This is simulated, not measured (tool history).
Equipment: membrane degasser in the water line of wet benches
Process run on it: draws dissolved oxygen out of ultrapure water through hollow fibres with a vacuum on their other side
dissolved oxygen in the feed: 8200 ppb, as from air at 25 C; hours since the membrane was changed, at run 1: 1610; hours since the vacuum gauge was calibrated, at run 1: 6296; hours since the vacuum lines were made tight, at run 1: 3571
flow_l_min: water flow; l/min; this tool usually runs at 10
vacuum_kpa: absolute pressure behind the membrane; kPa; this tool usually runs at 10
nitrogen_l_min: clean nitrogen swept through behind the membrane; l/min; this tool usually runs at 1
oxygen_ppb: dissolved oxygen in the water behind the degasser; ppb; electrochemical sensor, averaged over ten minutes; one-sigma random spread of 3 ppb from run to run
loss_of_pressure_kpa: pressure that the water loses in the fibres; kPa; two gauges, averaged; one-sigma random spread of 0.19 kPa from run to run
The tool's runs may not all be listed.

run,hour,flow_l_min,vacuum_kpa,nitrogen_l_min,hours since the membrane was changed,hours since the vacuum gauge was calibrated,hours since the vacuum lines were made tight,oxygen_ppb,loss_of_pressure_kpa
1,0,10,10,1,1610,6296,3571,316.7,42.08
2,31.5,10,10,1.09,1642,6328,3602,302.8,42.01
3,77,10,10,1.09,1687,6373,3648,299.4,42.01
4,137.7,10,10,1.09,1748,6434,3708,300,42.27
5,167.7,10,10,1,1778,6464,3738,311.7,42.02
6,203,10,10,1,1813,6499,3774,318.8,42.16
# hour 206.5: vacuum gauge calibrated
7,233.6,10,10,1,1844,27,3804,318.8,42.31
8,288,10,10,1,1898,82,3858,324.2,42.16
9,325.8,10,10,1,1936,119,3896,322.9,42.59
# hour 352.3: vacuum gauge calibrated, once more
10,373.7,14,10,0.93,1983,21,3943,559.6,59.09
11,400.2,8,10,1,2010,48,3970,215.2,33.64
12,461.5,8,9.3,0.61,2071,109,4031,265.5,34.04
13,515.4,11,16,2.92,2125,163,4085,320.1,46.59
14,564.1,10,11.3,0.61,2174,212,4134,444.2,41.92
15,597.5,15,14.6,0.61,2207,245,4167,950.6,63.52
16,631.2,13,12.9,1.55,2241,279,4201,480.3,55.18
17,677.4,13,12.9,1.55,2287,325,4247,483.4,55.27
18,740.8,10,8.3,0.41,2350,389,4311,421.8,42.61

Below are 5 alternative next runs, each starting from the tool's condition after run 18. Predict each:
A,780.8,10,10.6,0.59,2390,429,4351,?,?
B,780.8,8,14.1,0.55,2390,429,4351,?,?
C,780.8,10,6.1,0.41,2390,429,4351,?,?
D,780.8,9,7.3,2.04,2390,429,4351,?,?
E,780.8,6,10,1,2390,429,4351,?,?

run,oxygen_ppb,loss_of_pressure_kpa
A,434.7,42.72
B,432.5,34
C,309.7,42.3
D,162,38.16
E,132.7,25.57
What these runs would have given with no unlogged condition in the tool:
run,oxygen_ppb,loss_of_pressure_kpa
A,414,41.62
B,415,33.12
C,291,41.21
D,148,37.17
E,124.2,24.91
